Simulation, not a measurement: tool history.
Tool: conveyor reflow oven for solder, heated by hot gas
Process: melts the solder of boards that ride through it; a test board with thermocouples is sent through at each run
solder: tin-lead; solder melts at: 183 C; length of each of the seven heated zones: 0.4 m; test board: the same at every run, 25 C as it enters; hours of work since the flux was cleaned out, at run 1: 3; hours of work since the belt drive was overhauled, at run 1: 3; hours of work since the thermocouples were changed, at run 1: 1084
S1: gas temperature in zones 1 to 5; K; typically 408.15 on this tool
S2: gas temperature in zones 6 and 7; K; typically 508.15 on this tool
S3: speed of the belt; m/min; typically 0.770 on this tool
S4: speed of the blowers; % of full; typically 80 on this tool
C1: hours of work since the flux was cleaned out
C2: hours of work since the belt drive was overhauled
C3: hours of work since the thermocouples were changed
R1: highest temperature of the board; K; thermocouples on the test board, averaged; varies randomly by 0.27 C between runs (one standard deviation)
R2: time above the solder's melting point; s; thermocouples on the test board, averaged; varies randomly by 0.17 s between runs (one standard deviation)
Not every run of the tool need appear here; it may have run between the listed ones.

run   hour      S1      S2     S3  S4   C1   C2    C3      R1    R2
  1    0.0  408.15  508.15  0.770  80    3    3  1084  491.45  46.4
  2   27.3  408.15  508.15  0.770  80   21   21  1103  491.45  46.6
  3   50.9  408.15  508.15  0.770  80   37   37  1119  491.15  46.4
  4   83.0  408.15  508.15  0.890  80   59   59  1141  486.65  36.5
  5  114.7  408.15  508.15  0.890  80   81   81  1163  485.75  36.3
  6  140.3  408.15  520.15  0.770  80   98   98  1180  501.35  52.0
  7  164.3  408.15  520.15  0.770  80  115  115  1196  501.35  51.8
  8  196.4  408.15  520.15  0.770  80  137  137  1218  501.55  52.0
  9  237.9  408.15  520.15  0.770  80  165  165  1247  501.35  52.0
     269.1  -- flux residue cleaned out of gas plates and filters
 10  280.6  399.15  508.15  0.770  85    8  191  1272  490.55  43.7
     308.2  -- thermocouples of zones 6 and 7 changed
 11  322.6  399.15  523.15  0.888  50   35  218    10  488.95  35.5
 12  340.4  415.15  514.15  0.688  83   47  230    22  501.35  60.6
 13  367.0  417.15  508.15  0.770  84   65  248    40  493.45  50.3

Here are 3 independent what-if runs from the current tool condition. What would each one return?
  A  389.8  408.15  508.15  0.818  74  81  264  56   ?   ?
  B  389.8  396.15  508.15  0.770  86  81  264  56   ?   ?
  C  389.8  417.15  523.15  0.770  84  81  264  56   ?   ?

run      R1    R2
  A  488.05  41.6
  B  490.15  43.2
  C  506.45  56.3
With no hidden state in the tool, these same runs would have given:
run      R1    R2
  A  488.15  41.6
  B  490.15  43.2
  C  506.45  56.3

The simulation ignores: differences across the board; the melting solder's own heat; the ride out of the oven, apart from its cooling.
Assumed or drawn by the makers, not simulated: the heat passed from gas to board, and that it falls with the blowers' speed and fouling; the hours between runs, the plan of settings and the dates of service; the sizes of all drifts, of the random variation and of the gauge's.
